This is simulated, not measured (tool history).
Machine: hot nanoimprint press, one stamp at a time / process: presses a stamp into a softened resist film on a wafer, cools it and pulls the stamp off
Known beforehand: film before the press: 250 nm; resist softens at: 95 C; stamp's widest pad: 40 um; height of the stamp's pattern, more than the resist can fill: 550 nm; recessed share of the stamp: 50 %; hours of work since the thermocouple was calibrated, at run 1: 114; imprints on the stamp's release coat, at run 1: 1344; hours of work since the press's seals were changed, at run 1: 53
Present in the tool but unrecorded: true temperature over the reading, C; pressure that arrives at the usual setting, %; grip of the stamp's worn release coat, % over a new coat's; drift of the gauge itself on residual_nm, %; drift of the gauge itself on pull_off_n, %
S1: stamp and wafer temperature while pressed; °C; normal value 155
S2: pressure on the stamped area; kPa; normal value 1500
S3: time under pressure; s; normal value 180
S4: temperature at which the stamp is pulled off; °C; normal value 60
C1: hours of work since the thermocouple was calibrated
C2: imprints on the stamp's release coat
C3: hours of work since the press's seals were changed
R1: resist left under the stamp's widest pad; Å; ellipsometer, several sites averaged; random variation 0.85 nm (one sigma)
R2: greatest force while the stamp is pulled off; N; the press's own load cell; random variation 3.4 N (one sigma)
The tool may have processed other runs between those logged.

| run | hour | S1 | S2 | S3 | S4 | C1 | C2 | C3 | R1 | R2 |
|---|---|---|---|---|---|---|---|---|---|---|
| 1 | 0.0 | 155 | 1500 | 180 | 60 | 114 | 1344 | 53 | 1107 | 194 |
| 2 | 13.6 | 155 | 1500 | 119 | 60 | 121 | 1379 | 60 | 1268 | 196 |
| 3 | 28.3 | 155 | 1500 | 119 | 53 | 127 | 1417 | 67 | 1278 | 230 |
| 4 | 35.0 | 155 | 1500 | 119 | 53 | 131 | 1434 | 70 | 1280 | 228 |
| 5 | 48.7 | 155 | 1500 | 180 | 60 | 137 | 1469 | 76 | 1113 | 195 |
| 6 | 64.4 | 155 | 1490 | 180 | 60 | 144 | 1510 | 84 | 1116 | 196 |
| 7 | 80.0 | 153 | 1500 | 180 | 60 | 152 | 1549 | 91 | 1188 | 193 |
| 8 | 87.8 | 153 | 1500 | 180 | 60 | 155 | 1570 | 95 | 1176 | 195 |
| 9 | 94.3 | 153 | 1500 | 180 | 58 | 158 | 1586 | 98 | 1170 | 206 |
| 10 | 104.5 | 153 | 1500 | 122 | 58 | 163 | 1612 | 102 | 1346 | 196 |
| 11 | 116.5 | 155 | 1500 | 180 | 60 | 169 | 1643 | 108 | 1093 | 199 |
| 12 | 126.4 | 155 | 1500 | 180 | 60 | 173 | 1669 | 113 | 1097 | 193 |
| 13 | 142.5 | 155 | 1500 | 180 | 60 | 181 | 1710 | 120 | 1106 | 198 |
|  | 152.6 | stamp cleaned and given a new release coat |
| 14 | 164.5 | 155 | 1500 | 180 | 60 | 188 | 31 | 128 | 1101 | 175 |
| 15 | 177.5 | 155 | 1500 | 180 | 62 | 194 | 64 | 134 | 1107 | 162 |
| 16 | 189.1 | 153 | 1500 | 180 | 46 | 200 | 94 | 139 | 1191 | 244 |
| 17 | 196.9 | 159 | 1500 | 224 | 47 | 204 | 114 | 143 | 871 | 241 |
| 18 | 209.1 | 155 | 1500 | 180 | 53 | 209 | 145 | 149 | 1109 | 207 |
| 19 | 217.1 | 155 | 1860 | 180 | 53 | 213 | 166 | 152 | 977 | 204 |
| 20 | 225.3 | 155 | 1990 | 103 | 55 | 217 | 187 | 156 | 1151 | 190 |
| 21 | 235.3 | 147 | 1500 | 180 | 50 | 222 | 213 | 161 | 1431 | 223 |
| 22 | 249.6 | 149 | 1470 | 115 | 60 | 228 | 249 | 168 | 1536 | 173 |
| 23 | 261.2 | 162 | 1500 | 180 | 60 | 234 | 279 | 173 | 886 | 168 |
| 24 | 276.2 | 150 | 1500 | 180 | 52 | 241 | 317 | 180 | 1303 | 215 |
| 25 | 291.9 | 155 | 1140 | 180 | 62 | 248 | 358 | 187 | 1254 | 170 |
| 26 | 302.8 | 146 | 1240 | 261 | 62 | 253 | 386 | 193 | 1446 | 162 |
| 27 | 314.8 | 146 | 1240 | 261 | 62 | 259 | 416 | 198 | 1438 | 169 |
| 28 | 330.0 | 162 | 1290 | 110 | 57 | 266 | 455 | 205 | 1108 | 191 |
| 29 | 342.7 | 162 | 1290 | 110 | 57 | 272 | 488 | 211 | 1106 | 190 |
| 30 | 350.9 | 155 | 1100 | 97 | 60 | 276 | 509 | 215 | 1539 | 177 |

Measured result minus the same run's result without the hidden state. Both carry the same run-to-run variation, though not necessarily the same gauge scatter:
| run | R1 | R2 |
|---|---|---|
| 1 | -27 | +14 |
| 2 | -29 | +15 |
| 3 | -32 | +18 |
| 4 | -32 | +18 |
| 5 | -31 | +15 |
| 6 | -32 | +15 |
| 7 | -35 | +16 |
| 8 | -36 | +16 |
| 9 | -37 | +17 |
| 10 | -39 | +17 |
| 11 | -35 | +17 |
| 12 | -36 | +17 |
| 13 | -38 | +18 |
| 14 | -38 | -5 |
| 15 | -40 | -4 |
| 16 | -44 | -4 |
| 17 | -33 | -4 |
| 18 | -42 | -3 |
| 19 | -39 | -3 |
| 20 | -44 | -3 |
| 21 | -56 | -3 |
| 22 | -55 | -2 |
| 23 | -35 | -3 |
| 24 | -56 | -1 |
| 25 | -53 | -2 |
| 26 | -66 | -2 |
| 27 | -66 | -1 |
| 28 | -47 | +0 |
| 29 | -48 | +0 |
| 30 | -60 | +0 |

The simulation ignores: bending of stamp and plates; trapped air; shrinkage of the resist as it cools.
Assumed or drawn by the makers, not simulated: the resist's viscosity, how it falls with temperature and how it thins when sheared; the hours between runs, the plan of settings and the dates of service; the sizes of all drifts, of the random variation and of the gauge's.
